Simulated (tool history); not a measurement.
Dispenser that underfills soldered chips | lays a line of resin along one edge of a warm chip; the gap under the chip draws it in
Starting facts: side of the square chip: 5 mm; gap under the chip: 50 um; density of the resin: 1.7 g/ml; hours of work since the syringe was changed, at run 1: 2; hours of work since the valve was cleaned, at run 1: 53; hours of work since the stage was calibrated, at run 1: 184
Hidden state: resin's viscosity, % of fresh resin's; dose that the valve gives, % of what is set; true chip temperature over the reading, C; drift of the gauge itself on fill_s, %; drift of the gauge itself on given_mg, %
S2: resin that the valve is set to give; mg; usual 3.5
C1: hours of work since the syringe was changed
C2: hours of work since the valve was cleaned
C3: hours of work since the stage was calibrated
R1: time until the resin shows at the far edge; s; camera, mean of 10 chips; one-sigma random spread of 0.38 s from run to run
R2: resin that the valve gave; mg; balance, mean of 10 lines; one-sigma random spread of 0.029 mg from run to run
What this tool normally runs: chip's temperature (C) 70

{"run": 1, "hour": 0.0, "chip's temperature (C)": 70, "S2": 3.5, "C1": 2, "C2": 53, "C3": 184, "R1": 27.1, "R2": 3.37}
{"run": 2, "hour": 6.5, "chip's temperature (C)": 70, "S2": 3.5, "C1": 6, "C2": 58, "C3": 189, "R1": 37.7, "R2": 3.39}
{"hour": 11.6, "done": "new syringe of resin"}
{"run": 3, "hour": 11.6, "chip's temperature (C)": 70, "S2": 3.53, "C1": 0, "C2": 61, "C3": 192, "R1": 23.8, "R2": 3.45}
{"run": 4, "hour": 19.1, "chip's temperature (C)": 70, "S2": 3.22, "C1": 5, "C2": 65, "C3": 196, "R1": 34.9, "R2": 3.13}
{"run": 5, "hour": 24.0, "chip's temperature (C)": 70, "S2": 3.22, "C1": 8, "C2": 68, "C3": 199, "R1": 45.9, "R2": 3.12}
{"hour": 25.6, "done": "new syringe of resin"}
{"run": 6, "hour": 30.4, "chip's temperature (C)": 70, "S2": 3.22, "C1": 3, "C2": 72, "C3": 203, "R1": 31.4, "R2": 3.12}
{"run": 7, "hour": 35.1, "chip's temperature (C)": 70, "S2": 3.89, "C1": 6, "C2": 75, "C3": 206, "R1": 38.6, "R2": 3.74}
{"hour": 39.8, "done": "new syringe of resin"}
{"run": 8, "hour": 44.0, "chip's temperature (C)": 70, "S2": 3.89, "C1": 3, "C2": 81, "C3": 212, "R1": 28.8, "R2": 3.76}
{"run": 9, "hour": 52.3, "chip's temperature (C)": 70, "S2": 3.93, "C1": 8, "C2": 86, "C3": 217, "R1": 45.3, "R2": 3.78}
{"hour": 54.1, "done": "new syringe of resin"}
{"run": 10, "hour": 56.5, "chip's temperature (C)": 77, "S2": 3.5, "C1": 2, "C2": 88, "C3": 219, "R1": 20.8, "R2": 3.34}
{"run": 11, "hour": 65.2, "chip's temperature (C)": 70, "S2": 3.5, "C1": 7, "C2": 94, "C3": 225, "R1": 43.3, "R2": 3.35}
{"hour": 68.3, "done": "new syringe of resin"}
{"run": 12, "hour": 72.2, "chip's temperature (C)": 70, "S2": 3.5, "C1": 2, "C2": 98, "C3": 229, "R1": 29, "R2": 3.35}
{"run": 13, "hour": 79.4, "chip's temperature (C)": 70, "S2": 3.5, "C1": 7, "C2": 103, "C3": 234, "R1": 41.6, "R2": 3.34}
{"hour": 82.9, "done": "new syringe of resin"}
{"run": 14, "hour": 85.8, "chip's temperature (C)": 70, "S2": 3.5, "C1": 2, "C2": 107, "C3": 238, "R1": 27.5, "R2": 3.37}
{"run": 15, "hour": 89.7, "chip's temperature (C)": 64, "S2": 4.24, "C1": 4, "C2": 109, "C3": 240, "R1": 42, "R2": 4.03}
{"hour": 97.4, "done": "new syringe of resin"}
{"run": 16, "hour": 99.0, "chip's temperature (C)": 84, "S2": 3.36, "C1": 1, "C2": 115, "C3": 246, "R1": 16, "R2": 3.23}
{"run": 17, "hour": 107.4, "chip's temperature (C)": 84, "S2": 3.36, "C1": 6, "C2": 120, "C3": 251, "R1": 24.5, "R2": 3.21}
{"hour": 112.0, "done": "new syringe of resin"}
{"run": 18, "hour": 114.0, "chip's temperature (C)": 58, "S2": 3.61, "C1": 1, "C2": 124, "C3": 255, "R1": 41.8, "R2": 3.48}
{"run": 19, "hour": 119.2, "chip's temperature (C)": 81, "S2": 3.48, "C1": 5, "C2": 127, "C3": 258, "R1": 23.8, "R2": 3.32}
{"run": 20, "hour": 125.3, "chip's temperature (C)": 71, "S2": 3.81, "C1": 8, "C2": 131, "C3": 262, "R1": 46.4, "R2": 3.64}
{"hour": 126.0, "done": "new syringe of resin"}
{"hour": 129.8, "done": "dispensing valve cleaned and set on the balance"}
{"run": 21, "hour": 134.4, "chip's temperature (C)": 84, "S2": 3.81, "C1": 5, "C2": 3, "C3": 267, "R1": 20.9, "R2": 3.87}
{"hour": 141.0, "done": "new syringe of resin"}
{"run": 22, "hour": 141.5, "chip's temperature (C)": 80, "S2": 3.1, "C1": 0, "C2": 7, "C3": 271, "R1": 18, "R2": 3.08}
{"run": 23, "hour": 148.7, "chip's temperature (C)": 63, "S2": 3.87, "C1": 5, "C2": 12, "C3": 276, "R1": 46.4, "R2": 3.84}
{"hour": 155.4, "done": "new syringe of resin"}
{"run": 24, "hour": 156.7, "chip's temperature (C)": 83, "S2": 4.11, "C1": 1, "C2": 17, "C3": 281, "R1": 15.6, "R2": 4.1}
{"run": 25, "hour": 164.5, "chip's temperature (C)": 71, "S2": 4.42, "C1": 6, "C2": 22, "C3": 286, "R1": 36.9, "R2": 4.44}
{"hour": 169.6, "done": "new syringe of resin"}
{"run": 26, "hour": 172.9, "chip's temperature (C)": 73, "S2": 4.1, "C1": 2, "C2": 27, "C3": 291, "R1": 25.3, "R2": 4.03}
{"run": 27, "hour": 181.0, "chip's temperature (C)": 72, "S2": 3.4, "C1": 7, "C2": 32, "C3": 296, "R1": 39.5, "R2": 3.35}

Consider 3 possible next runs. They are alternatives, not a sequence: every one starts from the tool as it was left by run 27. What does each give?
{"hour": 183.8, "done": "new syringe of resin"}
{"run": "A", "hour": 189.5, "chip's temperature (C)": 56, "S2": 3.84, "C1": 4, "C2": 37, "C3": 301, "R1": "?", "R2": "?"}
{"hour": 183.8, "done": "new syringe of resin"}
{"run": "B", "hour": 189.5, "chip's temperature (C)": 68, "S2": 3.34, "C1": 4, "C2": 37, "C3": 301, "R1": "?", "R2": "?"}
{"hour": 183.8, "done": "new syringe of resin"}
{"run": "C", "hour": 189.5, "chip's temperature (C)": 70, "S2": 4.2, "C1": 4, "C2": 37, "C3": 301, "R1": "?", "R2": "?"}

run=A R1=55.4 R2=3.73
run=B R1=34.1 R2=3.3
run=C R1=31.1 R2=4.16
Had the tool no hidden state, the same runs would have come out as:
run=A R1=39.9 R2=3.78
run=B R1=24.5 R2=3.34
run=C R1=22.3 R2=4.22

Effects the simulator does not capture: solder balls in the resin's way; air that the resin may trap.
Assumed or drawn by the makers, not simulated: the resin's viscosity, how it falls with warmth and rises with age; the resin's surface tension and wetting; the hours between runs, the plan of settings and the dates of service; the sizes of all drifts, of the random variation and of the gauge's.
